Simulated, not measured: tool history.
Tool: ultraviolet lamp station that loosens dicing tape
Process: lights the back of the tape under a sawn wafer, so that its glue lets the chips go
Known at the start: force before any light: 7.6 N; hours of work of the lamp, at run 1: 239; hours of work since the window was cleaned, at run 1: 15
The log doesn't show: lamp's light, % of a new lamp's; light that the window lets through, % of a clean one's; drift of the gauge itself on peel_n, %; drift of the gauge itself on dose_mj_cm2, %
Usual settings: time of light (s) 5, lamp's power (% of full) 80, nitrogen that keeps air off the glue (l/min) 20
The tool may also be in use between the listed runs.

run   hour  time of light (s)  lamp's power (% of full)  nitrogen that keeps air off the glue (l/min)  hours of work of the lamp  hours of work since the window was cleaned  force that peels the tape off (N)  light that reached the tape (mJ/cm²)
  1      0                  5                        80                                            20                        239                                          15                              0.403                                   466
  2   26.9                  5                        80                                            20                        261                                          36                              0.409                                   462
  3   49.9                  5                        80                                            20                        279                                          55                              0.422                                   460
  4   73.7                  5                        80                                            20                        298                                          74                              0.421                                   451
  5  120.4                  5                        80                                            20                        335                                         111                              0.424                                   446
  6  152.5                  5                        80                                            20                        361                                         136                              0.453                                   440
  7  199.7                  5                        80                                            20                        398                                         174                               0.46                                   430
  8    227                  5                        80                                            20                        420                                         196                              0.457                                   426
  9  257.6                  4                        80                                            20                        445                                         220                              0.743                                   334
 10  297.4                  4                        80                                            20                        476                                         252                              0.751                                   327
 11  338.2                 10                        79                                            19                        509                                         285                              0.239                                   787
 12  365.8                  3                        68                                             8                        531                                         307                              2.507                                   204
 13  409.1                  3                        68                                             8                        565                                         341                              2.614                                   200
     424.5  -- window cleaned of glue's vapour
 14    454                  3                        80                                             9                        601                                          24                              1.706                                   261
 15  490.3                  5                        85                                            20                        630                                          53                              0.404                                   472
 16  525.5                  3                        76                                             9                        658                                          81                              2.014                                   243
 17  550.4                  3                        76                                             9                        678                                         100                              1.976                                   245
 18  584.5                  6                        91                                             8                        705                                         128                              0.523                                   575
 19  608.4                  5                        97                                            15                        724                                         147                              0.422                                   500

5 ways to go on from here, each from the tool as it stands after run 19. What would each give?
  A  649.2                  3                        69                                            35                        756                                         179                                  ?                                     ?
  B  649.2                  8                        89                                            25                        756                                         179                                  ?                                     ?
  C  649.2                  5                        97                                            15                        756                                         179                                  ?                                     ?
  D  649.2                  5                        69                                            15                        756                                         179                                  ?                                     ?
  E  649.2                  5                        83                                            15                        756                                         179                                  ?                                     ?

run  force that peels the tape off (N)  light that reached the tape (mJ/cm²)
  A                              1.159                                   215
  B                               0.25                                   730
  C                              0.426                                   497
  D                              0.804                                   353
  E                              0.583                                   422
Without the tool's hidden state the same runs would have given:
run  force that peels the tape off (N)  light that reached the tape (mJ/cm²)
  A                              0.868                                   254
  B                              0.241                                   862
  C                               0.33                                   586
  D                              0.588                                   417
  E                              0.433                                   499

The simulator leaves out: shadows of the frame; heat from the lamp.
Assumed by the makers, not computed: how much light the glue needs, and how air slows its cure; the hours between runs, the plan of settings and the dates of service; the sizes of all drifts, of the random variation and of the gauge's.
